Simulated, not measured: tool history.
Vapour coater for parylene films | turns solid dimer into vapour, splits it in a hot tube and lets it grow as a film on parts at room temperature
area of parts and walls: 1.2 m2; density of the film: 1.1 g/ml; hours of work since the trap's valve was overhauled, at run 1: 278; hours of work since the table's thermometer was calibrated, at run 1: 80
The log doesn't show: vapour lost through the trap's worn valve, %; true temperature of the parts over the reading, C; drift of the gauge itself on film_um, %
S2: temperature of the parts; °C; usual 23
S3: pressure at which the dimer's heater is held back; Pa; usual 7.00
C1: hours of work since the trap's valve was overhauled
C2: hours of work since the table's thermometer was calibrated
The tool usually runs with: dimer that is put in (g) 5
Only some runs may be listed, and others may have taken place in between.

{"run": 1, "hour": 0.0, "dimer that is put in (g)": 5, "S2": 23, "S3": 7.0, "C1": 278, "C2": 80, "thickness of the film (nm)": 2310}
{"run": 2, "hour": 37.1, "dimer that is put in (g)": 5, "S2": 23, "S3": 7.0, "C1": 308, "C2": 110, "thickness of the film (nm)": 2310}
{"hour": 65.1, "done": "trap's valve overhauled"}
{"run": 3, "hour": 76.6, "dimer that is put in (g)": 5, "S2": 23, "S3": 7.0, "C1": 9, "C2": 139, "thickness of the film (nm)": 2520}
{"run": 4, "hour": 133.4, "dimer that is put in (g)": 5, "S2": 17, "S3": 7.0, "C1": 55, "C2": 184, "thickness of the film (nm)": 3090}
{"run": 5, "hour": 199.8, "dimer that is put in (g)": 5, "S2": 23, "S3": 7.0, "C1": 108, "C2": 237, "thickness of the film (nm)": 2530}
{"run": 6, "hour": 273.7, "dimer that is put in (g)": 8, "S2": 23, "S3": 7.0, "C1": 167, "C2": 297, "thickness of the film (nm)": 3960}
{"run": 7, "hour": 354.9, "dimer that is put in (g)": 5, "S2": 23, "S3": 3.77, "C1": 233, "C2": 362, "thickness of the film (nm)": 2740}
{"run": 8, "hour": 424.6, "dimer that is put in (g)": 5, "S2": 23, "S3": 3.77, "C1": 289, "C2": 418, "thickness of the film (nm)": 2720}
{"hour": 481.4, "done": "trap's valve overhauled"}
{"run": 9, "hour": 509.4, "dimer that is put in (g)": 5, "S2": 23, "S3": 3.77, "C1": 23, "C2": 483, "thickness of the film (nm)": 2910}
{"run": 10, "hour": 564.5, "dimer that is put in (g)": 8, "S2": 23, "S3": 7.0, "C1": 67, "C2": 527, "thickness of the film (nm)": 4050}
{"run": 11, "hour": 622.0, "dimer that is put in (g)": 8, "S2": 23, "S3": 7.0, "C1": 113, "C2": 573, "thickness of the film (nm)": 3960}
{"run": 12, "hour": 680.9, "dimer that is put in (g)": 5, "S2": 23, "S3": 7.0, "C1": 160, "C2": 620, "thickness of the film (nm)": 2470}
{"run": 13, "hour": 750.5, "dimer that is put in (g)": 5, "S2": 23, "S3": 7.0, "C1": 216, "C2": 676, "thickness of the film (nm)": 2440}
{"run": 14, "hour": 808.7, "dimer that is put in (g)": 5, "S2": 23, "S3": 2.79, "C1": 263, "C2": 723, "thickness of the film (nm)": 2940}
{"run": 15, "hour": 874.8, "dimer that is put in (g)": 5, "S2": 23, "S3": 2.79, "C1": 316, "C2": 776, "thickness of the film (nm)": 2940}
{"hour": 898.5, "done": "trap's valve overhauled"}
{"run": 16, "hour": 956.7, "dimer that is put in (g)": 5, "S2": 23, "S3": 2.79, "C1": 47, "C2": 839, "thickness of the film (nm)": 3180}
{"hour": 982.4, "done": "table's thermometer calibrated"}
{"run": 17, "hour": 1020.0, "dimer that is put in (g)": 5, "S2": 23, "S3": 2.79, "C1": 97, "C2": 30, "thickness of the film (nm)": 3210}
{"run": 18, "hour": 1076.9, "dimer that is put in (g)": 7, "S2": 23, "S3": 7.0, "C1": 142, "C2": 76, "thickness of the film (nm)": 3650}
{"run": 19, "hour": 1138.3, "dimer that is put in (g)": 5, "S2": 23, "S3": 7.0, "C1": 192, "C2": 125, "thickness of the film (nm)": 2590}
{"run": 20, "hour": 1225.1, "dimer that is put in (g)": 5, "S2": 23, "S3": 7.0, "C1": 261, "C2": 195, "thickness of the film (nm)": 2540}
{"run": 21, "hour": 1261.5, "dimer that is put in (g)": 5, "S2": 23, "S3": 7.0, "C1": 291, "C2": 224, "thickness of the film (nm)": 2520}
{"hour": 1315.9, "done": "trap's valve overhauled"}
{"hour": 1345.4, "done": "table's thermometer calibrated, once more"}
{"run": 22, "hour": 1345.4, "dimer that is put in (g)": 5, "S2": 23, "S3": 7.0, "C1": 23, "C2": 0, "thickness of the film (nm)": 2490}
{"run": 23, "hour": 1396.5, "dimer that is put in (g)": 5, "S2": 23, "S3": 7.0, "C1": 64, "C2": 41, "thickness of the film (nm)": 2500}
{"run": 24, "hour": 1432.9, "dimer that is put in (g)": 5, "S2": 23, "S3": 7.0, "C1": 93, "C2": 70, "thickness of the film (nm)": 2450}
{"run": 25, "hour": 1468.1, "dimer that is put in (g)": 5, "S2": 23, "S3": 7.0, "C1": 121, "C2": 99, "thickness of the film (nm)": 2460}
{"run": 26, "hour": 1504.0, "dimer that is put in (g)": 3, "S2": 23, "S3": 7.0, "C1": 150, "C2": 127, "thickness of the film (nm)": 1450}
{"run": 27, "hour": 1578.0, "dimer that is put in (g)": 4, "S2": 23, "S3": 8.82, "C1": 210, "C2": 187, "thickness of the film (nm)": 1840}
{"run": 28, "hour": 1642.1, "dimer that is put in (g)": 3, "S2": 28, "S3": 3.61, "C1": 261, "C2": 238, "thickness of the film (nm)": 1400}
{"run": 29, "hour": 1717.2, "dimer that is put in (g)": 5, "S2": 16, "S3": 7.0, "C1": 321, "C2": 298, "thickness of the film (nm)": 2920}
{"hour": 1733.9, "done": "trap's valve overhauled"}
{"run": 30, "hour": 1758.4, "dimer that is put in (g)": 5, "S2": 16, "S3": 7.0, "C1": 20, "C2": 328, "thickness of the film (nm)": 3200}
{"run": 31, "hour": 1807.3, "dimer that is put in (g)": 4, "S2": 28, "S3": 11.66, "C1": 59, "C2": 368, "thickness of the film (nm)": 1490}
{"run": 32, "hour": 1844.6, "dimer that is put in (g)": 2, "S2": 28, "S3": 6.37, "C1": 89, "C2": 398, "thickness of the film (nm)": 870}
{"run": 33, "hour": 1885.8, "dimer that is put in (g)": 7, "S2": 15, "S3": 7.0, "C1": 122, "C2": 431, "thickness of the film (nm)": 4540}
{"run": 34, "hour": 1929.5, "dimer that is put in (g)": 5, "S2": 23, "S3": 8.63, "C1": 157, "C2": 466, "thickness of the film (nm)": 2340}
{"run": 35, "hour": 2003.6, "dimer that is put in (g)": 5, "S2": 16, "S3": 6.2, "C1": 217, "C2": 525, "thickness of the film (nm)": 3140}
{"run": 36, "hour": 2070.4, "dimer that is put in (g)": 5, "S2": 16, "S3": 6.2, "C1": 270, "C2": 579, "thickness of the film (nm)": 3090}
{"hour": 2146.7, "done": "trap's valve overhauled"}
{"run": 37, "hour": 2154.1, "dimer that is put in (g)": 5, "S2": 23, "S3": 6.56, "C1": 6, "C2": 643, "thickness of the film (nm)": 2610}
{"run": 38, "hour": 2230.9, "dimer that is put in (g)": 5, "S2": 20, "S3": 6.56, "C1": 68, "C2": 704, "thickness of the film (nm)": 2900}
{"run": 39, "hour": 2303.1, "dimer that is put in (g)": 5, "S2": 23, "S3": 6.44, "C1": 126, "C2": 762, "thickness of the film (nm)": 2530}
{"run": 40, "hour": 2368.9, "dimer that is put in (g)": 4, "S2": 22, "S3": 6.44, "C1": 178, "C2": 815, "thickness of the film (nm)": 2080}
{"hour": 2422.5, "done": "table's thermometer calibrated"}
{"run": 41, "hour": 2434.4, "dimer that is put in (g)": 4, "S2": 22, "S3": 6.44, "C1": 230, "C2": 10, "thickness of the film (nm)": 1980}
{"run": 42, "hour": 2479.4, "dimer that is put in (g)": 6, "S2": 21, "S3": 7.88, "C1": 266, "C2": 46, "thickness of the film (nm)": 2900}
{"run": 43, "hour": 2516.6, "dimer that is put in (g)": 5, "S2": 21, "S3": 7.88, "C1": 296, "C2": 76, "thickness of the film (nm)": 2430}
{"hour": 2560.4, "done": "trap's valve overhauled"}
{"run": 44, "hour": 2582.0, "dimer that is put in (g)": 8, "S2": 21, "S3": 7.88, "C1": 17, "C2": 125, "thickness of the film (nm)": 4190}
{"run": 45, "hour": 2646.9, "dimer that is put in (g)": 8, "S2": 21, "S3": 7.88, "C1": 69, "C2": 177, "thickness of the film (nm)": 4190}
{"run": 46, "hour": 2727.0, "dimer that is put in (g)": 7, "S2": 21, "S3": 7.88, "C1": 134, "C2": 241, "thickness of the film (nm)": 3580}

Consider 4 possible next runs. They are alternatives, not a sequence: every one starts from the tool as it was left by run 46. What does each give?
{"run": "A", "hour": 2781.5, "dimer that is put in (g)": 7, "S2": 32, "S3": 3.59, "C1": 178, "C2": 285, "thickness of the film (nm)": "?"}
{"run": "B", "hour": 2781.5, "dimer that is put in (g)": 7, "S2": 15, "S3": 7.88, "C1": 178, "C2": 285, "thickness of the film (nm)": "?"}
{"run": "C", "hour": 2781.5, "dimer that is put in (g)": 5, "S2": 27, "S3": 7.0, "C1": 178, "C2": 285, "thickness of the film (nm)": "?"}
{"run": "D", "hour": 2781.5, "dimer that is put in (g)": 7, "S2": 22, "S3": 3.72, "C1": 178, "C2": 285, "thickness of the film (nm)": "?"}

run=A thickness_of_the_film_(nm)=2910
run=B thickness_of_the_film_(nm)=4330
run=C thickness_of_the_film_(nm)=2120
run=D thickness_of_the_film_(nm)=4060
Stripped of hidden state, with their random variation kept, the same runs would have yielded:
run=A thickness_of_the_film_(nm)=3040
run=B thickness_of_the_film_(nm)=4530
run=C thickness_of_the_film_(nm)=2220
run=D thickness_of_the_film_(nm)=4240
